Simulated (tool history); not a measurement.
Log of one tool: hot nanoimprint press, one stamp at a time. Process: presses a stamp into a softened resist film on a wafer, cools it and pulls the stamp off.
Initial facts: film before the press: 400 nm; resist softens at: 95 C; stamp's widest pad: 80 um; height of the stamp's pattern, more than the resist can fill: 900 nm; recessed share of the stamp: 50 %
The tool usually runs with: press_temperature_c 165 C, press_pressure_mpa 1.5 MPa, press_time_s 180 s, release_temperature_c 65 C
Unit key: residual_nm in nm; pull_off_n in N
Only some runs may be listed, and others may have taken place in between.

run	hour	press_temperature_c	press_pressure_mpa	press_time_s	release_temperature_c	residual_nm	pull_off_n
1	0	165	1.5	180	65	152.3	277
2	6.8	165	1.5	180	65	152.9	278
3	19.1	165	1.45	180	65	155	284
4	26.1	165	1.45	180	65	154.2	275
5	35.7	165	1.45	180	65	155.3	289
6	45.7	165	2.36	180	65	120.1	282
7	54.4	165	2.36	180	65	119.8	287
8	62	165	1.5	344	65	117.9	302
9	70.7	165	1.5	180	65	152.5	285
10	85.7	165	2.16	180	65	125.1	298
11	95.9	165	2.16	180	54	125.7	357
12	106.9	165	2.16	194	54	123	367
13	113.9	165	2.16	194	54	121.8	361
14	122.4	165	2.16	194	54	122.2	377
15	128.5	165	2.16	194	54	122.5	369
16	137.1	165	2.16	194	54	121.9	372
17	146.7	165	2.16	194	54	122.7	369
# hour 161.5: stamp cleaned and given a new release coat
18	166.3	163	1.38	137	73	184.7	197
19	178.1	165	1.84	163	52	141.4	280
20	191.7	175	1.5	180	65	114.3	225
21	200.2	165	1.5	180	66	151.3	226
22	210.5	165	1.5	180	66	150.3	233
23	220.7	165	1.5	166	69	156.6	220
24	228.4	165	1.5	166	69	155	223
25	235	166	1.5	180	65	147.6	245
26	248.9	166	1.5	180	65	147.5	250
27	260.7	166	1.5	180	65	146.6	247
28	273.7	165	1.5	132	56	169.8	291
29	285.9	165	1.5	132	56	169.3	297
30	298.1	165	1.09	132	53	197.2	322
31	310.5	165	2.31	136	52	134.9	337

Subtracting, for every run, the result it would have given without the tool's unlogged condition from the measured result gives the following. The same run-to-run variation enters both numbers; the gauge's scatter may not:
Hidden conditions of the tool in this case: true temperature over the reading, C; pressure that arrives at the usual setting, %; grip of the stamp's worn release coat, % over a new coat's; drift of the gauge itself on residual_nm, %; drift of the gauge itself on pull_off_n, %.
run	residual_nm	pull_off_n
1	-1	+49
2	-1.2	+51
3	-1.3	+55
4	-1.3	+55
5	-1.4	+60
6	-0.7	+61
7	-0.7	+63
8	-1.2	+69
9	-1.5	+67
10	-1	+74
11	-1	+91
12	-1	+96
13	-1	+97
14	-1.1	+103
15	-1.1	+102
16	-1.1	+105
17	-1.2	+107
18	-2.5	-2
19	-1.7	+2
20	-1.3	+5
21	-2.3	+7
22	-2.3	+10
23	-2.5	+12
24	-2.5	+13
25	-2.3	+17
26	-2.4	+21
27	-2.4	+24
28	-2.9	+32
29	-2.9	+37
30	-3.9	+43
31	-1.8	+49
